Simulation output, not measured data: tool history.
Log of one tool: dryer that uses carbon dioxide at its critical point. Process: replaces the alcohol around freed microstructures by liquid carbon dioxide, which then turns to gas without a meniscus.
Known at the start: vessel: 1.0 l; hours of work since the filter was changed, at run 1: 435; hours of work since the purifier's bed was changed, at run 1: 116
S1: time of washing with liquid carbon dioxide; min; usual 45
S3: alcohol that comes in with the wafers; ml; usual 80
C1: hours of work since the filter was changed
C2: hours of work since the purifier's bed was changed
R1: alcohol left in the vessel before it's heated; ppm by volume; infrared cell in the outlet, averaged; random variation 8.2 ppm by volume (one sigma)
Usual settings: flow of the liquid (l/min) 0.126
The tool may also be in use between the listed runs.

Run 1, hour 0: usual settings; C1 435; C2 116. Result: R1 575 ppm by volume.
Run 2, hour 10.8: usual settings; C1 444; C2 124. Result: R1 596 ppm by volume.
Run 3, hour 17.9: usual settings but S3 103 ml; C1 449; C2 130. Result: R1 745 ppm by volume.
Run 4, hour 26.8: usual settings but S3 103 ml; C1 456; C2 137. Result: R1 757 ppm by volume.
Run 5, hour 37.7: usual settings but S1 31 min, S3 103 ml; C1 464; C2 145. Result: R1 3512 ppm by volume.
Run 6, hour 50.1: usual settings but S1 31 min, S3 103 ml; C1 474; C2 155. Result: R1 3539 ppm by volume.
Run 7, hour 61.9: usual settings but S3 33 ml; C1 483; C2 164. Result: R1 272 ppm by volume.
Run 8, hour 73.7: usual settings but S3 33 ml; C1 492; C2 173. Result: R1 274 ppm by volume.
Run 9, hour 83.6: usual settings but S3 33 ml; C1 499; C2 180. Result: R1 277 ppm by volume.
Run 10, hour 94.6: usual settings but S1 51 min; C1 508; C2 189. Result: R1 342 ppm by volume.
Run 11, hour 105: usual settings but S1 51 min; C1 516; C2 197. Result: R1 352 ppm by volume.
Run 12, hour 112.9: usual settings; C1 522; C2 203. Result: R1 621 ppm by volume.
Run 13, hour 120.1: usual settings but S3 34 ml; C1 528; C2 208. Result: R1 295 ppm by volume.
Run 14, hour 132: usual settings but S3 34 ml; C1 537; C2 218. Result: R1 298 ppm by volume.
Run 15, hour 140.2: usual settings but S3 34 ml; C1 543; C2 224. Result: R1 292 ppm by volume.
Run 16, hour 147.2: usual settings; C1 548; C2 229. Result: R1 637 ppm by volume.
Run 17, hour 158.1: usual settings; C1 557; C2 238. Result: R1 667 ppm by volume.
Run 18, hour 164.1: usual settings; C1 561; C2 242. Result: R1 640 ppm by volume.
Run 19, hour 173.7: usual settings; C1 569; C2 250. Result: R1 650 ppm by volume.
At hour 178.6: inlet filter changed.
Run 20, hour 182.5: usual settings but S1 43 min; C1 3; C2 256. Result: R1 605 ppm by volume.
Run 21, hour 194.6: usual settings but S1 43 min; C1 12; C2 265. Result: R1 612 ppm by volume.
Run 22, hour 202.7: usual settings but S1 43 min; C1 19; C2 271. Result: R1 602 ppm by volume.
Run 23, hour 212.7: usual settings but S1 43 min, flow of the liquid (l/min) 0.117, S3 32 ml; C1 26; C2 279. Result: R1 367 ppm by volume.
Run 24, hour 220.2: usual settings but S1 50 min, flow of the liquid (l/min) 0.106; C1 32; C2 285. Result: R1 703 ppm by volume.
Run 25, hour 225.3: usual settings but S1 31 min, flow of the liquid (l/min) 0.118, S3 52 ml; C1 36; C2 288. Result: R1 1897 ppm by volume.
Run 26, hour 230.8: usual settings but S1 31 min, flow of the liquid (l/min) 0.118, S3 52 ml; C1 40; C2 293. Result: R1 1926 ppm by volume.
Run 27, hour 240.8: usual settings but S1 37 min, flow of the liquid (l/min) 0.113, S3 36 ml; C1 48; C2 300. Result: R1 861 ppm by volume.
Run 28, hour 251.6: usual settings but S1 61 min, S3 22 ml; C1 56; C2 309. Result: R1 74 ppm by volume.
Run 29, hour 259.3: usual settings but S1 61 min, flow of the liquid (l/min) 0.096, S3 22 ml; C1 62; C2 315. Result: R1 180 ppm by volume.
Run 30, hour 268.8: usual settings but S1 30 min; C1 69; C2 322. Result: R1 2649 ppm by volume.
Run 31, hour 279.1: usual settings but S1 66 min, flow of the liquid (l/min) 0.085, S3 77 ml; C1 77; C2 330. Result: R1 563 ppm by volume.
Run 32, hour 288.5: usual settings but S1 66 min, flow of the liquid (l/min) 0.085, S3 77 ml; C1 84; C2 337. Result: R1 552 ppm by volume.
Run 33, hour 295.4: usual settings but S1 66 min, flow of the liquid (l/min) 0.085, S3 77 ml; C1 90; C2 342. Result: R1 554 ppm by volume.
Run 34, hour 307.3: usual settings but S1 33 min, flow of the liquid (l/min) 0.079, S3 67 ml; C1 99; C2 351. Result: R1 6678 ppm by volume.
Run 35, hour 312.4: usual settings but S1 33 min, flow of the liquid (l/min) 0.079, S3 67 ml; C1 103; C2 355. Result: R1 6512 ppm by volume.
Run 36, hour 322.8: usual settings but S1 33 min, flow of the liquid (l/min) 0.079, S3 67 ml; C1 111; C2 363. Result: R1 6608 ppm by volume.
Run 37, hour 332.9: usual settings but S1 29 min, flow of the liquid (l/min) 0.207, S3 33 ml; C1 119; C2 371. Result: R1 209 ppm by volume.
Run 38, hour 339.6: usual settings but S1 29 min, flow of the liquid (l/min) 0.154, S3 75 ml; C1 124; C2 376. Result: R1 1366 ppm by volume.
Run 39, hour 346.3: usual settings but S1 42 min, flow of the liquid (l/min) 0.109, S3 23 ml; C1 129; C2 381. Result: R1 446 ppm by volume.
Run 40, hour 357: usual settings but S1 33 min, flow of the liquid (l/min) 0.108, S3 46 ml; C1 137; C2 390. Result: R1 1998 ppm by volume.
Run 41, hour 366: usual settings but S1 37 min, flow of the liquid (l/min) 0.203, S3 35 ml; C1 144; C2 397. Result: R1 110 ppm by volume.

How the hidden state differs across the entries between the runs, from the last listed run before each to the first after it:
Between runs 19 and 20: inlet filter changed (hour 178.6)
  flow that reaches the vessel past the clogged filter, %: 93.3 -> 99.3; alcohol in the recycled carbon dioxide, ppm: 47.1 -> 48.1
  measured less the result without the state, R1: +218 -> +60 ppm by volume
